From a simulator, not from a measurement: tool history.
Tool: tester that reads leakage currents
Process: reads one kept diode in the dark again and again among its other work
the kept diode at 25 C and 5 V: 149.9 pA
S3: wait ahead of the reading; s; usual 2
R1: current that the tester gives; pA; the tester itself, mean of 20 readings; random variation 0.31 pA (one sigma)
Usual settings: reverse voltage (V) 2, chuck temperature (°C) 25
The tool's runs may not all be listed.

{"run": 1, "hour": 0.0, "reverse voltage (V)": 2, "chuck temperature (°C)": 25, "S3": 2, "R1": 103.15}
{"run": 2, "hour": 68.9, "reverse voltage (V)": 1.25, "chuck temperature (°C)": 25, "S3": 2, "R1": 84.44}
{"run": 3, "hour": 137.2, "reverse voltage (V)": 1.25, "chuck temperature (°C)": 25, "S3": 5.8, "R1": 84.52}
{"run": 4, "hour": 216.5, "reverse voltage (V)": 1.25, "chuck temperature (°C)": 25, "S3": 5.8, "R1": 84.78}
{"run": 5, "hour": 294.0, "reverse voltage (V)": 1.25, "chuck temperature (°C)": 25, "S3": 5.8, "R1": 84.2}
{"run": 6, "hour": 351.0, "reverse voltage (V)": 1.25, "chuck temperature (°C)": 25, "S3": 5.8, "R1": 84.56}
{"run": 7, "hour": 464.0, "reverse voltage (V)": 1.25, "chuck temperature (°C)": 25, "S3": 5.8, "R1": 84.43}
{"run": 8, "hour": 561.2, "reverse voltage (V)": 1.25, "chuck temperature (°C)": 25, "S3": 5.8, "R1": 84.6}
{"run": 9, "hour": 653.0, "reverse voltage (V)": 1.17, "chuck temperature (°C)": 25, "S3": 1, "R1": 82.08}
{"run": 10, "hour": 742.8, "reverse voltage (V)": 2.55, "chuck temperature (°C)": 36, "S3": 0.58, "R1": 277.76}
{"run": 11, "hour": 794.6, "reverse voltage (V)": 2.55, "chuck temperature (°C)": 36, "S3": 0.58, "R1": 277.93}
{"run": 12, "hour": 898.6, "reverse voltage (V)": 2.55, "chuck temperature (°C)": 29, "S3": 0.31, "R1": 159.61}

The next listed run, before its measurement:
{"run": 13, "hour": 986.3, "reverse voltage (V)": 1.08, "chuck temperature (°C)": 49, "S3": 9.34, "R1": "?"}

{"run 13": {"R1": 519.48}}
Without the tool's hidden state the same run would have given R1 519.84 pA.
